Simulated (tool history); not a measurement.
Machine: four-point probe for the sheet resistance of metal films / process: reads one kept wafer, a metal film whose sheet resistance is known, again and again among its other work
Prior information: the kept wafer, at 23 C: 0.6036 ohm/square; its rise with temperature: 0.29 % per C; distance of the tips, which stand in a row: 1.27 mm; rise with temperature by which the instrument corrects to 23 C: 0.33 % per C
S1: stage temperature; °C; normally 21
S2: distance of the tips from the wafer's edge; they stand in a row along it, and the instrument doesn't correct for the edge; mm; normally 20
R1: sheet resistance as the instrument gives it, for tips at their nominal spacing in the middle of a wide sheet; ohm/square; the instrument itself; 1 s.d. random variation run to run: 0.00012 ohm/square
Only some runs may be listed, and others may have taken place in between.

run 1 hour=0 | S1=21 S2=20 | R1=0.60669
run 2 hour=80.2 | S1=21 S2=20 | R1=0.60634
run 3 hour=166.6 | S1=21 S2=5 | R1=0.625226
run 4 hour=217.8 | S1=21 S2=5 | R1=0.625371
run 5 hour=313.9 | S1=21 S2=4 | R1=0.635929
run 6 hour=385.1 | S1=21 S2=4 | R1=0.636121
run 7 hour=450.7 | S1=21 S2=4 | R1=0.635606
run 8 hour=530.9 | S1=21 S2=4 | R1=0.635527
run 9 hour=612.3 | S1=21 S2=14 | R1=0.60738
run 10 hour=675.2 | S1=21 S2=14 | R1=0.607274
run 11 hour=776 | S1=21 S2=14 | R1=0.607057
run 12 hour=860.8 | S1=21 S2=8 | R1=0.612378
run 13 hour=909.2 | S1=21 S2=20 | R1=0.605797
run 14 hour=964.6 | S1=21 S2=20 | R1=0.605313
run 15 hour=1026.2 | S1=21 S2=20 | R1=0.60534

Run 16, settings as shown, results not yet in. Your forecast:
run 16 hour=1139.9 | S1=21 S2=20 | R1=?

{"run 16": {"R1": 0.605279}}
Take away the tool's hidden state, keep the run-to-run variation as it was, and the same run would have given R1 0.605327 ohm/square.

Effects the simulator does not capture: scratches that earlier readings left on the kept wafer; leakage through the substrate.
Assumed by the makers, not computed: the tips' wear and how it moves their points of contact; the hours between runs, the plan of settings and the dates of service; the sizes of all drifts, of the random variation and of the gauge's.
